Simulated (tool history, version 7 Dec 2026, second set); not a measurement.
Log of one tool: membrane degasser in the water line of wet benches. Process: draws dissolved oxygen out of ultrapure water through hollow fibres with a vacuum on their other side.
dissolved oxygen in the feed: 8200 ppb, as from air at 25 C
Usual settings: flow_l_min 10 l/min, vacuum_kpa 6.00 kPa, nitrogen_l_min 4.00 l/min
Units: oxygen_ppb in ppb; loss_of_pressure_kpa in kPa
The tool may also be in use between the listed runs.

{"run": 1, "hour": 0.0, "flow_l_min": 10, "vacuum_kpa": 6.0, "nitrogen_l_min": 4.0, "oxygen_ppb": 173.1, "loss_of_pressure_kpa": 57.37}
{"run": 2, "hour": 147.0, "flow_l_min": 10, "vacuum_kpa": 4.42, "nitrogen_l_min": 4.0, "oxygen_ppb": 163.2, "loss_of_pressure_kpa": 57.3}
{"run": 3, "hour": 256.4, "flow_l_min": 10, "vacuum_kpa": 6.0, "nitrogen_l_min": 4.0, "oxygen_ppb": 171.4, "loss_of_pressure_kpa": 56.77}
{"run": 4, "hour": 348.5, "flow_l_min": 14, "vacuum_kpa": 6.0, "nitrogen_l_min": 4.0, "oxygen_ppb": 297.7, "loss_of_pressure_kpa": 80.57}
{"run": 5, "hour": 436.3, "flow_l_min": 14, "vacuum_kpa": 6.0, "nitrogen_l_min": 4.0, "oxygen_ppb": 298.7, "loss_of_pressure_kpa": 80.07}
{"run": 6, "hour": 574.6, "flow_l_min": 14, "vacuum_kpa": 6.0, "nitrogen_l_min": 4.0, "oxygen_ppb": 301.1, "loss_of_pressure_kpa": 80.42}
{"run": 7, "hour": 724.4, "flow_l_min": 14, "vacuum_kpa": 6.0, "nitrogen_l_min": 4.0, "oxygen_ppb": 297.0, "loss_of_pressure_kpa": 80.3}
{"run": 8, "hour": 849.0, "flow_l_min": 10, "vacuum_kpa": 6.0, "nitrogen_l_min": 4.0, "oxygen_ppb": 176.9, "loss_of_pressure_kpa": 57.64}
{"run": 9, "hour": 919.0, "flow_l_min": 10, "vacuum_kpa": 8.93, "nitrogen_l_min": 4.0, "oxygen_ppb": 195.2, "loss_of_pressure_kpa": 57.43}
{"run": 10, "hour": 998.3, "flow_l_min": 10, "vacuum_kpa": 8.93, "nitrogen_l_min": 4.0, "oxygen_ppb": 195.7, "loss_of_pressure_kpa": 58.0}
{"run": 11, "hour": 1131.6, "flow_l_min": 10, "vacuum_kpa": 8.93, "nitrogen_l_min": 4.0, "oxygen_ppb": 195.8, "loss_of_pressure_kpa": 57.46}
{"run": 12, "hour": 1267.0, "flow_l_min": 10, "vacuum_kpa": 8.93, "nitrogen_l_min": 4.0, "oxygen_ppb": 197.6, "loss_of_pressure_kpa": 57.54}
{"run": 13, "hour": 1406.0, "flow_l_min": 7, "vacuum_kpa": 6.0, "nitrogen_l_min": 4.0, "oxygen_ppb": 94.5, "loss_of_pressure_kpa": 40.32}
{"run": 14, "hour": 1482.3, "flow_l_min": 8, "vacuum_kpa": 5.0, "nitrogen_l_min": 4.0, "oxygen_ppb": 116.3, "loss_of_pressure_kpa": 45.8}
{"run": 15, "hour": 1614.9, "flow_l_min": 8, "vacuum_kpa": 5.0, "nitrogen_l_min": 3.27, "oxygen_ppb": 116.5, "loss_of_pressure_kpa": 45.98}
{"run": 16, "hour": 1762.4, "flow_l_min": 15, "vacuum_kpa": 13.77, "nitrogen_l_min": 4.0, "oxygen_ppb": 410.0, "loss_of_pressure_kpa": 86.54}
{"run": 17, "hour": 1875.2, "flow_l_min": 7, "vacuum_kpa": 5.15, "nitrogen_l_min": 4.0, "oxygen_ppb": 91.2, "loss_of_pressure_kpa": 40.59}
{"run": 18, "hour": 1957.3, "flow_l_min": 7, "vacuum_kpa": 5.15, "nitrogen_l_min": 4.0, "oxygen_ppb": 90.8, "loss_of_pressure_kpa": 40.68}
{"run": 19, "hour": 2037.2, "flow_l_min": 7, "vacuum_kpa": 5.15, "nitrogen_l_min": 4.0, "oxygen_ppb": 92.4, "loss_of_pressure_kpa": 40.84}
{"run": 20, "hour": 2149.8, "flow_l_min": 10, "vacuum_kpa": 6.0, "nitrogen_l_min": 3.75, "oxygen_ppb": 180.2, "loss_of_pressure_kpa": 58.17}
{"run": 21, "hour": 2256.8, "flow_l_min": 10, "vacuum_kpa": 8.95, "nitrogen_l_min": 9.01, "oxygen_ppb": 176.8, "loss_of_pressure_kpa": 57.98}
{"run": 22, "hour": 2392.3, "flow_l_min": 10, "vacuum_kpa": 4.4, "nitrogen_l_min": 1.62, "oxygen_ppb": 181.2, "loss_of_pressure_kpa": 58.06}
{"run": 23, "hour": 2504.5, "flow_l_min": 10, "vacuum_kpa": 3.62, "nitrogen_l_min": 4.0, "oxygen_ppb": 169.9, "loss_of_pressure_kpa": 57.65}
{"run": 24, "hour": 2652.2, "flow_l_min": 10, "vacuum_kpa": 3.62, "nitrogen_l_min": 4.0, "oxygen_ppb": 171.3, "loss_of_pressure_kpa": 57.95}

Taken out of this log: 2 entries between the listed runs. Where each belongs, and how the hidden state differs across it:
Between runs 14 and 15: vacuum gauge calibrated (hour 1494.5)
  true pressure behind the membrane over the reading, kPa: 0.12 -> 0.16; air that leaks in behind the membrane, l/min: 0.0188 -> 0.0191
  measured less the result without the state, oxygen_ppb: +6.0 -> +6.8 ppb; loss_of_pressure_kpa: +0.49 -> +0.53 kPa
Between runs 21 and 22: vacuum gauge calibrated, once more (hour 2372.6)
  membrane still open, %: 98.4 -> 98.3; true pressure behind the membrane over the reading, kPa: 0.19 -> 0.03; air that leaks in behind the membrane, l/min: 0.0204 -> 0.0207
  measured less the result without the state, oxygen_ppb: +11.2 -> +11.7 ppb; loss_of_pressure_kpa: +0.92 -> +0.97 kPa
